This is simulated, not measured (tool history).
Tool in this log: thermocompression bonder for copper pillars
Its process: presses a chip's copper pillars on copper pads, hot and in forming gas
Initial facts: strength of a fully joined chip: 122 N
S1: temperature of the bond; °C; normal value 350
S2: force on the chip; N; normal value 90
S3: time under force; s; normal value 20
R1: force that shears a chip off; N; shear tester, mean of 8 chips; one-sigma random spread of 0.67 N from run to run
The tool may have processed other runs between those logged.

run 1 day=0 | S1=350 S2=90 S3=20 | R1=43.1
run 2 day=1.271 | S1=350 S2=90 S3=20 | R1=44.8
run 3 day=2.975 | S1=350 S2=90 S3=20 | R1=43.4
run 4 day=4.071 | S1=350 S2=90 S3=15 | R1=40.1
run 5 day=4.842 | S1=350 S2=90 S3=15 | R1=39.9
run 6 day=6.204 | S1=350 S2=90 S3=11 | R1=34.9
run 7 day=7.396 | S1=378 S2=112 S3=20 | R1=66.8
run 8 day=8.783 | S1=328 S2=103 S3=40 | R1=49.1
run 9 day=10.6 | S1=359 S2=81 S3=17 | R1=43.4
run 10 day=11.438 | S1=326 S2=55 S3=45 | R1=35
run 11 day=12.496 | S1=375 S2=55 S3=54 | R1=63
run 12 day=13.383 | S1=375 S2=55 S3=54 | R1=62.4

Between the runs listed above, the log contained 2 entries, not reproduced here. Where in the sequence does each belong, and how does what the log doesn't record of the tool's condition differ from the listed run before to the listed run after?
Run 1 -> run 2: force cell calibrated (day 0.217); forming gas filter changed (day 0.238)
  force that reaches the chip, % of what is set: 100.2 -> 100; oxide that the forming gas leaves, % of the face: 0.78 -> 0.52

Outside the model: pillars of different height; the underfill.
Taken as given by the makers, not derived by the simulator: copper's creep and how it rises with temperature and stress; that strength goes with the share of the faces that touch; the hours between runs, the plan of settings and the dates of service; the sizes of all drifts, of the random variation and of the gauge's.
